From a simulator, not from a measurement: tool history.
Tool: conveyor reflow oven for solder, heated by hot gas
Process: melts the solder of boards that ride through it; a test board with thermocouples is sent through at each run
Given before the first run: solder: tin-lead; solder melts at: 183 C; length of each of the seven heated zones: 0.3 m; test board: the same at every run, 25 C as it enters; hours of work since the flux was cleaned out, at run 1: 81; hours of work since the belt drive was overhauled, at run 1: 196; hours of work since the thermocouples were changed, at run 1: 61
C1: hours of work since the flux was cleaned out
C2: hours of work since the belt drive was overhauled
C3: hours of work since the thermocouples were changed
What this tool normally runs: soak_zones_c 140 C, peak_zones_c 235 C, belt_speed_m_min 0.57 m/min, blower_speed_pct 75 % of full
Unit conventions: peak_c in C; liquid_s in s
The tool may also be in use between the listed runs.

run 1 hour=0 | soak_zones_c=140 peak_zones_c=235 belt_speed_m_min=0.57 blower_speed_pct=75 | C1=81 C2=196 C3=61 | peak_c=220 liquid_s=49.3
run 2 hour=40.6 | soak_zones_c=140 peak_zones_c=235 belt_speed_m_min=0.57 blower_speed_pct=75 | C1=109 C2=224 C3=89 | peak_c=219.5 liquid_s=49.2
run 3 hour=76.9 | soak_zones_c=140 peak_zones_c=235 belt_speed_m_min=0.57 blower_speed_pct=75 | C1=134 C2=250 C3=115 | peak_c=219.4 liquid_s=48.5
-- hour=107.9 flux residue cleaned out of gas plates and filters
run 4 hour=112.3 | soak_zones_c=140 peak_zones_c=235 belt_speed_m_min=0.57 blower_speed_pct=75 | C1=3 C2=271 C3=136 | peak_c=220 liquid_s=48.6
run 5 hour=169 | soak_zones_c=140 peak_zones_c=235 belt_speed_m_min=0.57 blower_speed_pct=75 | C1=43 C2=311 C3=176 | peak_c=219.1 liquid_s=49.7
run 6 hour=200.8 | soak_zones_c=140 peak_zones_c=235 belt_speed_m_min=0.634 blower_speed_pct=75 | C1=65 C2=333 C3=198 | peak_c=215.7 liquid_s=41.3
run 7 hour=237.4 | soak_zones_c=140 peak_zones_c=235 belt_speed_m_min=0.634 blower_speed_pct=75 | C1=91 C2=358 C3=224 | peak_c=216 liquid_s=42.1
run 8 hour=262.9 | soak_zones_c=140 peak_zones_c=235 belt_speed_m_min=0.634 blower_speed_pct=75 | C1=108 C2=376 C3=241 | peak_c=216 liquid_s=41.9
run 9 hour=304.6 | soak_zones_c=140 peak_zones_c=235 belt_speed_m_min=0.634 blower_speed_pct=75 | C1=138 C2=405 C3=271 | peak_c=215.5 liquid_s=42
-- hour=333.4 flux residue cleaned out of gas plates and filters
run 10 hour=345.2 | soak_zones_c=140 peak_zones_c=235 belt_speed_m_min=0.57 blower_speed_pct=75 | C1=8 C2=430 C3=295 | peak_c=219.6 liquid_s=49.8
run 11 hour=404.4 | soak_zones_c=140 peak_zones_c=235 belt_speed_m_min=0.57 blower_speed_pct=86 | C1=50 C2=472 C3=337 | peak_c=222.1 liquid_s=51.4
run 12 hour=431.6 | soak_zones_c=146 peak_zones_c=235 belt_speed_m_min=0.531 blower_speed_pct=75 | C1=69 C2=491 C3=356 | peak_c=222.8 liquid_s=56.9
run 13 hour=483.5 | soak_zones_c=128 peak_zones_c=235 belt_speed_m_min=0.531 blower_speed_pct=75 | C1=105 C2=527 C3=392 | peak_c=219.8 liquid_s=50.1
run 14 hour=542.7 | soak_zones_c=128 peak_zones_c=235 belt_speed_m_min=0.531 blower_speed_pct=75 | C1=146 C2=569 C3=434 | peak_c=220.1 liquid_s=50.6
-- hour=556.5 flux residue cleaned out of gas plates and filters
run 15 hour=582.2 | soak_zones_c=128 peak_zones_c=245 belt_speed_m_min=0.504 blower_speed_pct=87 | C1=18 C2=593 C3=458 | peak_c=233.6 liquid_s=60.6
run 16 hour=636.9 | soak_zones_c=140 peak_zones_c=235 belt_speed_m_min=0.57 blower_speed_pct=71 | C1=56 C2=631 C3=496 | peak_c=218.4 liquid_s=48.4
run 17 hour=666.4 | soak_zones_c=129 peak_zones_c=235 belt_speed_m_min=0.658 blower_speed_pct=75 | C1=77 C2=652 C3=517 | peak_c=212.4 liquid_s=35.3
run 18 hour=697.8 | soak_zones_c=129 peak_zones_c=235 belt_speed_m_min=0.658 blower_speed_pct=75 | C1=99 C2=673 C3=539 | peak_c=212.2 liquid_s=35.3
run 19 hour=741.8 | soak_zones_c=129 peak_zones_c=230 belt_speed_m_min=0.491 blower_speed_pct=78 | C1=130 C2=704 C3=569 | peak_c=219 liquid_s=54.7
run 20 hour=771.6 | soak_zones_c=129 peak_zones_c=230 belt_speed_m_min=0.491 blower_speed_pct=78 | C1=150 C2=725 C3=590 | peak_c=218.8 liquid_s=54
-- hour=780.7 flux residue cleaned out of gas plates and filters
-- hour=784.7 belt drive overhauled, speed set with a stopwatch
run 21 hour=825.4 | soak_zones_c=140 peak_zones_c=244 belt_speed_m_min=0.475 blower_speed_pct=65 | C1=28 C2=28 C3=622 | peak_c=230.3 liquid_s=66
run 22 hour=851.1 | soak_zones_c=138 peak_zones_c=229 belt_speed_m_min=0.57 blower_speed_pct=75 | C1=46 C2=46 C3=640 | peak_c=214.6 liquid_s=45.4

Across each entry between runs, compare the hidden state at the last listed run before it with the hidden state at the first listed run after it:
In the gap between runs 3 and 4: flux residue cleaned out of gas plates and filters (hour 107.9)
  heat that the gas passes to the board, % of a clean oven's: 99.7 -> 100
In the gap between runs 9 and 10: flux residue cleaned out of gas plates and filters (hour 333.4)
  heat that the gas passes to the board, % of a clean oven's: 99.7 -> 100; true gas temperature in zones 6 and 7 over the reading, C: 0.06 -> 0.07
In the gap between runs 14 and 15: flux residue cleaned out of gas plates and filters (hour 556.5)
  heat that the gas passes to the board, % of a clean oven's: 99.7 -> 100; belt's true speed, % of the reading: 99.91 -> 99.9
In the gap between runs 20 and 21: flux residue cleaned out of gas plates and filters (hour 780.7); belt drive overhauled, speed set with a stopwatch (hour 784.7)
  heat that the gas passes to the board, % of a clean oven's: 99.7 -> 99.9; belt's true speed, % of the reading: 99.88 -> 100.01
